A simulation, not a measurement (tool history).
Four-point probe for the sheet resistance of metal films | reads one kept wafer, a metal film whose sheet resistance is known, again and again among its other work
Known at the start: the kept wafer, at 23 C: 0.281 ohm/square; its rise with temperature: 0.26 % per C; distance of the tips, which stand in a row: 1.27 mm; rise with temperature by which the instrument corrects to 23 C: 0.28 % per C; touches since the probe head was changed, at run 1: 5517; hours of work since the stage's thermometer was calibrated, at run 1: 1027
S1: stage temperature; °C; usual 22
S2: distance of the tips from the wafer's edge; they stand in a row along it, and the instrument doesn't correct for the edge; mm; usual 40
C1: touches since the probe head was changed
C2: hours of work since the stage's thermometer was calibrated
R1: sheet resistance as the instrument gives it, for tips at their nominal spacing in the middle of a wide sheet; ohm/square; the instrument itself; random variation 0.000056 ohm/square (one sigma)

run,hour,S1,S2,C1,C2,R1
1,0,22,40,5517,1027,0.281671
2,23.5,22,5,5869,1043,0.290934
3,35.5,22,5,6049,1051,0.290765
4,47.6,22,5,6229,1059,0.290854
5,71.6,22,39,6589,1075,0.281535
6,93.3,22,60,6913,1090,0.281505
7,116,22,60,7253,1105,0.281503
8,127.9,22,60,7431,1113,0.281401
9,149.5,22,60,7754,1128,0.281506
10,174.1,23,40,8122,1144,0.281435
11,196.8,23,40,8462,1159,0.28153
12,208.5,23,40,8637,1167,0.281487
13,227.9,22,13,8926,1180,0.282846
14,241.7,22,13,9133,1189,0.282822
15,257.3,22,13,9366,1200,0.282845
16,276,22,13,9646,1213,0.282839
17,291.3,24,40,9875,1223,0.281441
18,303.5,22,40,10058,1231,0.281542
19,323.6,22,40,10358,1245,0.281562
20,344.4,22,8,10669,1259,0.285138
21,362.3,23,40,10937,1271,0.281544
# hour 384: stage's thermometer calibrated
22,384.6,23,40,11264,0,0.281373
23,403,21,16,11538,13,0.28231
# hour 429.4: stage's thermometer calibrated, once more
24,429.7,26,5,11931,0,0.29102
25,446.7,26,5,12185,12,0.290975
26,467.2,24,40,12492,25,0.281796
27,483.7,24,40,12739,36,0.281809
28,508.2,24,40,13105,53,0.281636
29,519.3,30,24,13272,60,0.281668
30,544,30,24,13641,77,0.281772
31,557.7,26,54,13846,86,0.281585
32,584.4,26,14,14245,104,0.282775
33,604.4,32,21,14544,118,0.281733
34,615.9,23,25,14716,125,0.282064
35,632.8,23,25,14969,137,0.282011
36,651.6,24,27,15250,149,0.281918
37,666.1,19,70,15468,159,0.281909
38,686.2,25,22,15768,173,0.282069
39,708.6,20,57,16104,188,0.281891
40,731.5,26,3,16446,203,0.30606
41,758,18,51,16842,221,0.28199
42,779.5,34,32,17164,235,0.281265

3 ways to go on from here, each from the tool as it stands after run 42. What would each give?
A,800.3,21,32,17475,249,?
B,800.3,28,7,17475,249,?
C,800.3,18,40,17475,249,?

run,R1
A,0.282093
B,0.286339
C,0.282058
Without the tool's hidden state the same runs would have given:
run,R1
A,0.281446
B,0.285681
C,0.281412

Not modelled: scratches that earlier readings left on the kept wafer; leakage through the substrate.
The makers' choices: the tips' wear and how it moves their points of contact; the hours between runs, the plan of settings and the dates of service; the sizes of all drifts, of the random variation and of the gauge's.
